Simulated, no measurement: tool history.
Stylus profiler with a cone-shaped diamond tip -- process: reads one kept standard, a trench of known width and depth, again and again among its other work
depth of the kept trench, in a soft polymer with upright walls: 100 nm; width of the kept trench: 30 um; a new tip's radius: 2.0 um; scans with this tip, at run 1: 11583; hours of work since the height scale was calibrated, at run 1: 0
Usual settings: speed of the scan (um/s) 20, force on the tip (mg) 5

| run | hour | speed of the scan (um/s) | force on the tip (mg) | scans with this tip | hours of work since the height scale was calibrated | depth of the trench (Å) | width of the trench's floor (nm) |
|---|---|---|---|---|---|---|---|
| 1 | 0 | 20 | 5 | 11583 | 0 | 1021 | 28440 |
| 2 | 50.4 | 20 | 2.19 | 11894 | 39 | 1011.4 | 28350 |
| 3 | 101.7 | 20 | 1.8 | 12210 | 80 | 1010.3 | 28310 |
| 4 | 188.5 | 15 | 5 | 12745 | 148 | 1020.1 | 28410 |
| 5 | 250.3 | 20 | 5.53 | 13126 | 196 | 1022.4 | 28420 |
| 6 | 316.6 | 41 | 5 | 13534 | 248 | 1020.7 | 28320 |
| 7 | 375.3 | 6 | 13.81 | 13896 | 294 | 1040.1 | 28460 |
| 8 | 466.3 | 78 | 2.96 | 14456 | 365 | 1014.3 | 28070 |
| 9 | 514.7 | 46 | 5 | 14754 | 403 | 1020 | 28250 |
| 10 | 596.6 | 46 | 6.25 | 15259 | 467 | 1022.2 | 28290 |
| 11 | 670.6 | 8 | 5.73 | 15715 | 525 | 1021.3 | 28480 |

Table of differences, measured result less the result of that run with no hidden state. Run-to-run variation is the same in both. Gauge scatter possibly is not:
Hidden state present: radius of the tip, um; height scale over the true one, %; drift of the gauge itself on depth_nm, %; drift of the gauge itself on floor_um, %.
| run | depth of the trench (Å) | width of the trench's floor (nm) |
|---|---|---|
| 1 | +0.2 | -260 |
| 2 | +0.1 | -270 |
| 3 | +0 | -270 |
| 4 | -0.1 | -280 |
| 5 | -0.2 | -290 |
| 6 | -0.3 | -300 |
| 7 | -0.5 | -310 |
| 8 | -0.5 | -320 |
| 9 | -0.6 | -330 |
| 10 | -0.7 | -340 |
| 11 | -0.9 | -350 |

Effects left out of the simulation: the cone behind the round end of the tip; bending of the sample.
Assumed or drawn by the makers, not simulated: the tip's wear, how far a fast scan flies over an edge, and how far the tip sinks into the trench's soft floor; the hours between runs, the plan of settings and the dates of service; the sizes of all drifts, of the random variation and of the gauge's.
